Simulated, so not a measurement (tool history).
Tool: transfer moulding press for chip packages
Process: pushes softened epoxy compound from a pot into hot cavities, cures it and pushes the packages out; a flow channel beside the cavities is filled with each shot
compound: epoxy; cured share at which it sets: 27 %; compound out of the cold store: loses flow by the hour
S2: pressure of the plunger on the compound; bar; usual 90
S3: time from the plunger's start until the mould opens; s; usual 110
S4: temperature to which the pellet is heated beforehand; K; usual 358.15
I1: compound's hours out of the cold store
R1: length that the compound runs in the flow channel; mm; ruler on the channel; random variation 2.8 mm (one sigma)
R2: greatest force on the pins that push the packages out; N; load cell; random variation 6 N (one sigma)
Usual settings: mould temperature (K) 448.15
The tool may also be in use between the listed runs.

{"run": 1, "hour": 0.0, "mould temperature (K)": 448.15, "S2": 90, "S3": 110, "S4": 358.15, "I1": 23.1, "R1": 550, "R2": 221}
{"run": 2, "hour": 14.2, "mould temperature (K)": 448.15, "S2": 90, "S3": 110, "S4": 358.15, "I1": 25.1, "R1": 541, "R2": 226}
{"run": 3, "hour": 41.9, "mould temperature (K)": 448.15, "S2": 78.5, "S3": 110, "S4": 358.15, "I1": 32.2, "R1": 483, "R2": 221}
{"run": 4, "hour": 70.1, "mould temperature (K)": 448.15, "S2": 78.5, "S3": 110, "S4": 358.15, "I1": 9.6, "R1": 559, "R2": 224}
{"run": 5, "hour": 101.8, "mould temperature (K)": 448.15, "S2": 78.5, "S3": 110, "S4": 358.15, "I1": 40.8, "R1": 457, "R2": 213}
{"run": 6, "hour": 118.1, "mould temperature (K)": 448.15, "S2": 78.5, "S3": 110, "S4": 358.15, "I1": 16.5, "R1": 535, "R2": 231}
{"hour": 137.4, "done": "cavities cleaned with cleaning compound and waxed"}
{"run": 7, "hour": 144.2, "mould temperature (K)": 448.15, "S2": 78.5, "S3": 110, "S4": 358.15, "I1": 32.3, "R1": 481, "R2": 235}
{"run": 8, "hour": 168.0, "mould temperature (K)": 448.15, "S2": 78.5, "S3": 110, "S4": 358.15, "I1": 36.1, "R1": 465, "R2": 220}
{"run": 9, "hour": 191.2, "mould temperature (K)": 448.15, "S2": 78.5, "S3": 110, "S4": 358.15, "I1": 12, "R1": 550, "R2": 240}
{"run": 10, "hour": 205.4, "mould temperature (K)": 448.15, "S2": 78.5, "S3": 110, "S4": 358.15, "I1": 20.5, "R1": 518, "R2": 226}
{"run": 11, "hour": 230.9, "mould temperature (K)": 448.15, "S2": 78.5, "S3": 110, "S4": 358.15, "I1": 11.4, "R1": 553, "R2": 225}
{"run": 12, "hour": 248.0, "mould temperature (K)": 448.15, "S2": 90, "S3": 137, "S4": 358.15, "I1": 18.2, "R1": 570, "R2": 212}
{"hour": 276.6, "done": "cavities cleaned with cleaning compound and waxed"}
{"run": 13, "hour": 281.5, "mould temperature (K)": 442.15, "S2": 90, "S3": 110, "S4": 358.15, "I1": 15.7, "R1": 588, "R2": 282}
{"run": 14, "hour": 312.0, "mould temperature (K)": 448.15, "S2": 90, "S3": 143, "S4": 358.15, "I1": 39.2, "R1": 490, "R2": 213}
{"run": 15, "hour": 337.4, "mould temperature (K)": 448.15, "S2": 76.2, "S3": 110, "S4": 358.15, "I1": 10.2, "R1": 551, "R2": 227}
{"run": 16, "hour": 365.1, "mould temperature (K)": 446.15, "S2": 107.1, "S3": 110, "S4": 358.15, "I1": 16.6, "R1": 631, "R2": 236}
{"run": 17, "hour": 395.9, "mould temperature (K)": 445.15, "S2": 94.7, "S3": 110, "S4": 358.15, "I1": 36.6, "R1": 523, "R2": 237}
{"hour": 414.7, "done": "cavities cleaned with cleaning compound and waxed"}
{"run": 18, "hour": 420.4, "mould temperature (K)": 445.15, "S2": 94.7, "S3": 110, "S4": 358.15, "I1": 37.4, "R1": 514, "R2": 244}
{"run": 19, "hour": 437.9, "mould temperature (K)": 443.15, "S2": 90, "S3": 121, "S4": 365.15, "I1": 21.3, "R1": 569, "R2": 232}
{"run": 20, "hour": 462.5, "mould temperature (K)": 446.15, "S2": 96.4, "S3": 121, "S4": 365.15, "I1": 10.5, "R1": 618, "R2": 218}
{"run": 21, "hour": 484.1, "mould temperature (K)": 446.15, "S2": 96.4, "S3": 121, "S4": 365.15, "I1": 28.9, "R1": 552, "R2": 211}
{"run": 22, "hour": 511.5, "mould temperature (K)": 446.15, "S2": 96.4, "S3": 121, "S4": 365.15, "I1": 37.1, "R1": 523, "R2": 220}
{"run": 23, "hour": 542.9, "mould temperature (K)": 447.15, "S2": 90, "S3": 110, "S4": 361.15, "I1": 42.7, "R1": 486, "R2": 231}
{"hour": 554.0, "done": "cavities cleaned with cleaning compound and waxed"}
{"run": 24, "hour": 561.6, "mould temperature (K)": 445.15, "S2": 90, "S3": 92, "S4": 353.15, "I1": 18.3, "R1": 574, "R2": 326}
{"run": 25, "hour": 582.4, "mould temperature (K)": 452.15, "S2": 86.9, "S3": 129, "S4": 357.15, "I1": 47.2, "R1": 453, "R2": 210}
{"run": 26, "hour": 606.3, "mould temperature (K)": 452.15, "S2": 86.9, "S3": 129, "S4": 357.15, "I1": 35.7, "R1": 484, "R2": 221}
{"run": 27, "hour": 635.4, "mould temperature (K)": 448.15, "S2": 74.6, "S3": 146, "S4": 358.15, "I1": 36.3, "R1": 461, "R2": 211}
{"run": 28, "hour": 650.6, "mould temperature (K)": 455.15, "S2": 74.6, "S3": 146, "S4": 358.15, "I1": 14.4, "R1": 515, "R2": 217}
{"run": 29, "hour": 672.8, "mould temperature (K)": 455.15, "S2": 74.6, "S3": 146, "S4": 358.15, "I1": 35.7, "R1": 443, "R2": 222}

Forecast each of these 3 alternatives for the next run:
{"hour": 692.4, "done": "cavities cleaned with cleaning compound and waxed"}
{"run": "A", "hour": 698.2, "mould temperature (K)": 450.15, "S2": 97.2, "S3": 112, "S4": 358.15, "I1": 39.8, "R1": "?", "R2": "?"}
{"hour": 692.4, "done": "cavities cleaned with cleaning compound and waxed"}
{"run": "B", "hour": 698.2, "mould temperature (K)": 455.15, "S2": 68, "S3": 146, "S4": 356.15, "I1": 39.3, "R1": "?", "R2": "?"}
{"hour": 692.4, "done": "cavities cleaned with cleaning compound and waxed"}
{"run": "C", "hour": 698.2, "mould temperature (K)": 455.15, "S2": 106.5, "S3": 146, "S4": 358.15, "I1": 36.3, "R1": "?", "R2": "?"}

run=A R1=508 R2=219
run=B R1=417 R2=218
run=C R1=530 R2=213
Without the tool's hidden state the same runs would have given:
run=A R1=509 R2=218
run=B R1=418 R2=217
run=C R1=531 R2=213

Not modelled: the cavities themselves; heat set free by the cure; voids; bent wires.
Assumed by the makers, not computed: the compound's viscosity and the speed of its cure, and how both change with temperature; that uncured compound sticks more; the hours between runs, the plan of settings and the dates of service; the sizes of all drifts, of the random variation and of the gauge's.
